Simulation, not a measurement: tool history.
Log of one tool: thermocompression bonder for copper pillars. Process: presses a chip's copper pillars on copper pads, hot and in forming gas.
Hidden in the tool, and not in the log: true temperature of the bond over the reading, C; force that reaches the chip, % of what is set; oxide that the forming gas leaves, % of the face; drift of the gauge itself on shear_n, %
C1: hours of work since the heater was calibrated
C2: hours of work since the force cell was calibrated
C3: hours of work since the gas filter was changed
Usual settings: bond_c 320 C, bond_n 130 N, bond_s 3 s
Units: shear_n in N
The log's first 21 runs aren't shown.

Run 22, day 50.412: usual settings but bond_c 322 C; C1 713; C2 973; C3 100. Result: shear_n 48.2 N.
At day 52.654: heater calibrated with a thermocouple chip.
Run 23, day 54.196: usual settings but bond_c 327 C, bond_s 8 s; C1 20; C2 1021; C3 149. Result: shear_n 72.6 N.
Run 24, day 56.758: usual settings but bond_n 113 N, bond_s 5 s; C1 53; C2 1055; C3 182. Result: shear_n 52 N.
Run 25, day 58.475: usual settings but bond_n 113 N, bond_s 5 s; C1 76; C2 1077; C3 204. Result: shear_n 50.9 N.
Run 26, day 60.25: usual settings but bond_n 113 N, bond_s 5 s; C1 99; C2 1100; C3 227. Result: shear_n 51.6 N.
At day 60.583: force cell calibrated.
Run 27, day 62.746: usual settings but bond_n 113 N, bond_s 5 s; C1 130; C2 28; C3 259. Result: shear_n 49.6 N.
Run 28, day 65.154: usual settings but bond_c 309 C, bond_n 112 N, bond_s 5 s; C1 162; C2 59; C3 290. Result: shear_n 43 N.
Run 29, day 67.812: usual settings but bond_c 324 C, bond_n 180 N, bond_s 6 s; C1 196; C2 94; C3 325. Result: shear_n 76.3 N.
Run 30, day 69.4: usual settings; C1 217; C2 115; C3 345. Result: shear_n 46.7 N.
At day 69.725: force cell calibrated, once more.
At day 72.767: forming gas filter changed.
Run 31, day 73.075: usual settings; C1 264; C2 43; C3 4. Result: shear_n 50.4 N.
Run 32, day 75.512: usual settings but bond_c 292 C, bond_n 184 N; C1 295; C2 75; C3 36. Result: shear_n 45.1 N.
Run 33, day 77.608: usual settings but bond_c 326 C, bond_n 79 N, bond_s 8 s; C1 323; C2 102; C3 63. Result: shear_n 47.5 N.
Run 34, day 79.704: usual settings but bond_c 299 C, bond_n 79 N, bond_s 8 s; C1 350; C2 130; C3 90. Result: shear_n 31.3 N.
Run 35, day 82.575: usual settings but bond_c 326 C; C1 387; C2 167; C3 128. Result: shear_n 49.6 N.
Run 36, day 85.888: usual settings but bond_n 131 N; C1 430; C2 210; C3 171. Result: shear_n 47.1 N.
Run 37, day 88.296: usual settings but bond_n 131 N; C1 462; C2 241; C3 202. Result: shear_n 45.6 N.
Run 38, day 91.092: usual settings but bond_c 319 C, bond_n 131 N; C1 498; C2 278; C3 238. Result: shear_n 44.7 N.

3 ways to go on from here, each from the tool as it stands after run 38. What would each give?
Run A, day 93.921: usual settings but bond_c 319 C, bond_n 129 N; C1 535; C2 314; C3 275. Result: shear_n ?.
Run B, day 93.921: usual settings but bond_c 308 C, bond_n 183 N, bond_s 5 s; C1 535; C2 314; C3 275. Result: shear_n ?.
Run C, day 93.921: usual settings but bond_c 318 C, bond_n 112 N, bond_s 2 s; C1 535; C2 314; C3 275. Result: shear_n ?.

run  shear_n
  A     43.4
  B     61.8
  C     32.4
Without the tool's hidden state the same runs would have given:
run  shear_n
  A     49.4
  B     69.8
  C     36.9

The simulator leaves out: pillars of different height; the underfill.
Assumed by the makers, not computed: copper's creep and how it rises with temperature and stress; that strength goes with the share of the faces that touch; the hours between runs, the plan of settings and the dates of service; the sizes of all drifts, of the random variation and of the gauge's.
